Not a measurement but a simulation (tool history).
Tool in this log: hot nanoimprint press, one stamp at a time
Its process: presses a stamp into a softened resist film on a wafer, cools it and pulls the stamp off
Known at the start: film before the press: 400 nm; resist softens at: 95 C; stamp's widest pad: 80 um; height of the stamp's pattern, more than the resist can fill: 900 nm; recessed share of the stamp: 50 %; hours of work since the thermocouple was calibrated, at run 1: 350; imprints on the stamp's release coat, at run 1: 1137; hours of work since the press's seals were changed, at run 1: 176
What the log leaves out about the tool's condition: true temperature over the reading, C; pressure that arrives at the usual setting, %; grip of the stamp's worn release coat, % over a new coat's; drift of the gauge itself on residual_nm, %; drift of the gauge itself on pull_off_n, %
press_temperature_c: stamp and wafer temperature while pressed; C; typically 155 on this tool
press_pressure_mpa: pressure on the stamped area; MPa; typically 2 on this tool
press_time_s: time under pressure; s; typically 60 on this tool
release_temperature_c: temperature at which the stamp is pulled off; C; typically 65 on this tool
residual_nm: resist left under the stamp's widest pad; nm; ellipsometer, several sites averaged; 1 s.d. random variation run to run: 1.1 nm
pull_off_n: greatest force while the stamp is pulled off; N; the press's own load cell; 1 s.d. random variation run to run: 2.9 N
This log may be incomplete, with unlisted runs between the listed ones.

| run | hour | press_temperature_c | press_pressure_mpa | press_time_s | release_temperature_c | hours of work since the thermocouple was calibrated | imprints on the stamp's release coat | hours of work since the press's seals were changed | residual_nm | pull_off_n |
|---|---|---|---|---|---|---|---|---|---|---|
| 1 | 0 | 155 | 2 | 60 | 65 | 350 | 1137 | 176 | 236.8 | 135 |
| 2 | 12 | 155 | 2 | 60 | 65 | 359 | 1190 | 185 | 237.4 | 140 |
| 3 | 20.7 | 155 | 2 | 63 | 65 | 365 | 1229 | 191 | 232.9 | 139 |
| 4 | 34.5 | 155 | 2 | 63 | 54 | 375 | 1291 | 201 | 235.3 | 156 |
| 5 | 44.8 | 155 | 2.94 | 63 | 54 | 382 | 1338 | 208 | 195.9 | 156 |
| 6 | 52.9 | 155 | 2.94 | 63 | 54 | 387 | 1374 | 213 | 198.4 | 158 |
| 7 | 68.3 | 155 | 2.94 | 63 | 54 | 398 | 1443 | 224 | 196.6 | 160 |
| 8 | 79 | 155 | 2.94 | 63 | 54 | 406 | 1491 | 232 | 196 | 154 |
| 9 | 86.9 | 165 | 2.94 | 63 | 54 | 411 | 1526 | 237 | 137.4 | 155 |
| 10 | 100.4 | 155 | 2 | 60 | 61 | 420 | 1587 | 246 | 237 | 145 |
| 11 | 109.3 | 155 | 2 | 60 | 61 | 427 | 1627 | 253 | 240.1 | 144 |
| 12 | 124.4 | 155 | 2 | 60 | 61 | 437 | 1694 | 263 | 237.3 | 146 |
| 13 | 130.9 | 155 | 2 | 60 | 61 | 442 | 1724 | 268 | 239.4 | 148 |
| 14 | 144.3 | 155 | 2 | 60 | 61 | 451 | 1784 | 277 | 236.4 | 150 |
| 15 | 155.7 | 155 | 2 | 41 | 65 | 459 | 1835 | 285 | 264.7 | 136 |
| 16 | 165 | 155 | 1.33 | 70 | 55 | 465 | 1877 | 291 | 265.8 | 156 |
| 17 | 173.3 | 155 | 2 | 60 | 51 | 471 | 1914 | 297 | 237.7 | 161 |
| 18 | 186.3 | 148 | 2 | 60 | 51 | 480 | 1972 | 306 | 294.3 | 161 |
| 19 | 196 | 158 | 2 | 60 | 51 | 487 | 2016 | 313 | 216.3 | 164 |
| 20 | 211.3 | 158 | 2 | 60 | 51 | 498 | 2084 | 324 | 217.5 | 169 |
| 21 | 222.6 | 158 | 2 | 60 | 51 | 506 | 2135 | 332 | 216 | 164 |
| 22 | 234.4 | 158 | 2 | 60 | 51 | 514 | 2188 | 340 | 215.2 | 166 |
| 23 | 240.8 | 158 | 2 | 60 | 51 | 518 | 2217 | 344 | 217.9 | 168 |
| 24 | 252.8 | 155 | 1.22 | 47 | 51 | 527 | 2270 | 353 | 302.9 | 166 |
| 25 | 264.4 | 145 | 2.6 | 55 | 65 | 535 | 2322 | 361 | 301.6 | 141 |
|  | 272 | stamp cleaned and given a new release coat |
|  | 284.7 | plate thermocouple calibrated |
| 26 | 284.7 | 145 | 2.6 | 55 | 65 | 0 | 43 | 369 | 299.6 | 138 |
| 27 | 292.5 | 155 | 2 | 31 | 66 | 5 | 78 | 374 | 283.1 | 136 |
| 28 | 303.4 | 155 | 2 | 31 | 66 | 13 | 127 | 382 | 282.4 | 128 |
| 29 | 318 | 155 | 2.06 | 60 | 65 | 23 | 192 | 392 | 234.2 | 141 |
| 30 | 330.2 | 155 | 2.06 | 60 | 65 | 32 | 247 | 400 | 235.4 | 136 |

Below are 3 alternative next runs, each starting from the tool's condition after run 30. Predict each:
| A | 341.1 | 155 | 2 | 36 | 65 | 39 | 296 | 408 | ? | ? |
| B | 341.1 | 155 | 1.47 | 60 | 64 | 39 | 296 | 408 | ? | ? |
| C | 341.1 | 165 | 1.54 | 59 | 65 | 39 | 296 | 408 | ? | ? |

| run | residual_nm | pull_off_n |
|---|---|---|
| A | 273.9 | 131 |
| B | 266.3 | 139 |
| C | 195.5 | 139 |
Without the tool's unlogged condition, the same runs would have read:
| run | residual_nm | pull_off_n |
|---|---|---|
| A | 273.8 | 130 |
| B | 266.2 | 138 |
| C | 195.4 | 138 |
